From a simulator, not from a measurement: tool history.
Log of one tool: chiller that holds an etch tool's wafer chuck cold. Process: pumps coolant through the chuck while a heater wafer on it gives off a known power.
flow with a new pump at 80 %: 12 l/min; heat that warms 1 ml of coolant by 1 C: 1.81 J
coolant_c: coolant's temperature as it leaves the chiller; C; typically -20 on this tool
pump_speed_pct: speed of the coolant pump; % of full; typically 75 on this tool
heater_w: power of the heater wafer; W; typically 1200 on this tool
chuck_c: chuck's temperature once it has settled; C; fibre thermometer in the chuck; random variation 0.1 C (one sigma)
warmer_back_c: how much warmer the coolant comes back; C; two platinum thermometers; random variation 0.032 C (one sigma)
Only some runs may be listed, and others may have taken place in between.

run,hour,coolant_c,pump_speed_pct,heater_w,chuck_c,warmer_back_c
1,0,-20,75,1200,-9,3.63
2,26.3,-20,75,1200,-8.8,3.63
3,51.9,-20,75,1200,-8.8,3.59
4,86.4,-20,75,1200,-8.7,3.66
5,104.1,-20,75,1200,-9,3.64
6,131.2,-20,75,1645,-4.6,4.97
7,161.2,-20,75,1645,-4.7,4.95
8,203.9,-20,85,617,-15.2,1.65
9,242.8,-20,75,765,-13.2,2.3
10,278.7,-20,75,740,-13.6,2.21
11,310.6,-20,72,911,-11.5,2.81
12,338.3,-20,99,911,-13.1,2.03

Between the runs listed above, the log contained 1 entry, not reproduced here. Where in the sequence does each belong, and how does what the log doesn't record of the tool's condition differ from the listed run before to the listed run after?
In the gap between runs 7 and 8: chiller's thermometer calibrated (hour 164.9)
  heat passed by the chuck's channels, % of clean ones': 88.5 -> 88.4; coolant's true temperature over the reading, C: -0.32 -> -0.49
  measured less the result without the state, chuck_c: +1.3 -> +0.1 C; warmer_back_c: +0.07 -> +0.03 C

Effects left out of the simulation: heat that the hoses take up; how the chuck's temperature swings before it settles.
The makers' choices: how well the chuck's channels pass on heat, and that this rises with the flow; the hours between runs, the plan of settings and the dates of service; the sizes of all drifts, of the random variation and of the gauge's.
